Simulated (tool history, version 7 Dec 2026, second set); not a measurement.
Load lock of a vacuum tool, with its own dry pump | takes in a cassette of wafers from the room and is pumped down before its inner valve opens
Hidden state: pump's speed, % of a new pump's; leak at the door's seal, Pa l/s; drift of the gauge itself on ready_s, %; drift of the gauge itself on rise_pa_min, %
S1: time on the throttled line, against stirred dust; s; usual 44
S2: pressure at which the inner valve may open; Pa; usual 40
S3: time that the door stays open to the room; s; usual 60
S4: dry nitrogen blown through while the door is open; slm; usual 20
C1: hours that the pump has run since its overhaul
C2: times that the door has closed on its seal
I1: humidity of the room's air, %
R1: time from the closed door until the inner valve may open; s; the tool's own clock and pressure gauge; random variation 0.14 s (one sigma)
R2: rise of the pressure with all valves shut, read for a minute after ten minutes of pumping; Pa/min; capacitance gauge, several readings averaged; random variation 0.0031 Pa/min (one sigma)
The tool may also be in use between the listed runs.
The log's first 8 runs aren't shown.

{"run": 9, "day": 20.754, "S1": 27, "S2": 40, "S3": 60, "S4": 20, "C1": 3533, "C2": 14732, "I1": 45.5, "R1": 40.3, "R2": 0.113}
{"run": 10, "day": 24.525, "S1": 44, "S2": 42, "S3": 60, "S4": 20, "C1": 3623, "C2": 15124, "I1": 47.8, "R1": 55.5, "R2": 0.12}
{"run": 11, "day": 28.45, "S1": 44, "S2": 40, "S3": 32, "S4": 20, "C1": 3717, "C2": 15533, "I1": 44.9, "R1": 55.1, "R2": 0.102}
{"run": 12, "day": 31.888, "S1": 44, "S2": 40, "S3": 60, "S4": 20, "C1": 3800, "C2": 15890, "I1": 46.1, "R1": 55.7, "R2": 0.118}
{"run": 13, "day": 35.692, "S1": 44, "S2": 40, "S3": 60, "S4": 20, "C1": 3891, "C2": 16285, "I1": 47.1, "R1": 55.6, "R2": 0.125}
{"run": 14, "day": 37.746, "S1": 44, "S2": 40, "S3": 100, "S4": 20, "C1": 3941, "C2": 16499, "I1": 45.8, "R1": 55.4, "R2": 0.131}
{"run": 15, "day": 39.542, "S1": 44, "S2": 40, "S3": 100, "S4": 23, "C1": 3984, "C2": 16686, "I1": 41.4, "R1": 55.5, "R2": 0.122}
{"run": 16, "day": 43.654, "S1": 41, "S2": 40, "S3": 60, "S4": 20, "C1": 4082, "C2": 17114, "I1": 44.4, "R1": 52.6, "R2": 0.121}
{"run": 17, "day": 46.892, "S1": 41, "S2": 40, "S3": 60, "S4": 20, "C1": 4160, "C2": 17450, "I1": 43, "R1": 52.9, "R2": 0.129}
{"run": 18, "day": 49.071, "S1": 41, "S2": 40, "S3": 60, "S4": 20, "C1": 4212, "C2": 17677, "I1": 45.2, "R1": 52.8, "R2": 0.126}
{"run": 19, "day": 52.788, "S1": 44, "S2": 40, "S3": 60, "S4": 20, "C1": 4302, "C2": 18064, "I1": 41.4, "R1": 55.6, "R2": 0.123}
{"run": 20, "day": 56.729, "S1": 44, "S2": 33, "S3": 101, "S4": 20, "C1": 4396, "C2": 18474, "I1": 44.3, "R1": 55.8, "R2": 0.15}
{"run": 21, "day": 58.733, "S1": 28, "S2": 40, "S3": 60, "S4": 20, "C1": 4444, "C2": 18682, "I1": 45.8, "R1": 41.1, "R2": 0.132}
{"run": 22, "day": 61.742, "S1": 28, "S2": 71, "S3": 60, "S4": 11, "C1": 4516, "C2": 18994, "I1": 43.7, "R1": 39.9, "R2": 0.145}
{"run": 23, "day": 64.625, "S1": 28, "S2": 71, "S3": 60, "S4": 11, "C1": 4586, "C2": 19294, "I1": 42.7, "R1": 40, "R2": 0.143}
{"run": 24, "day": 67.183, "S1": 30, "S2": 73, "S3": 60, "S4": 11, "C1": 4647, "C2": 19561, "I1": 46.2, "R1": 41.7, "R2": 0.144}
{"run": 25, "day": 71.042, "S1": 44, "S2": 40, "S3": 98, "S4": 15, "C1": 4740, "C2": 19962, "I1": 45.6, "R1": 55.4, "R2": 0.164}

Forecast run 26:
{"run": 26, "day": 74.746, "S1": 58, "S2": 72, "S3": 60, "S4": 20, "C1": 4828, "C2": 20347, "I1": 45.7, "R1": "?", "R2": "?"}

Run 26 gave R1 67.1 s, R2 0.144 Pa/min.
Without the tool's hidden state the same run would have given R1 66.4 s, R2 0.063 Pa/min.
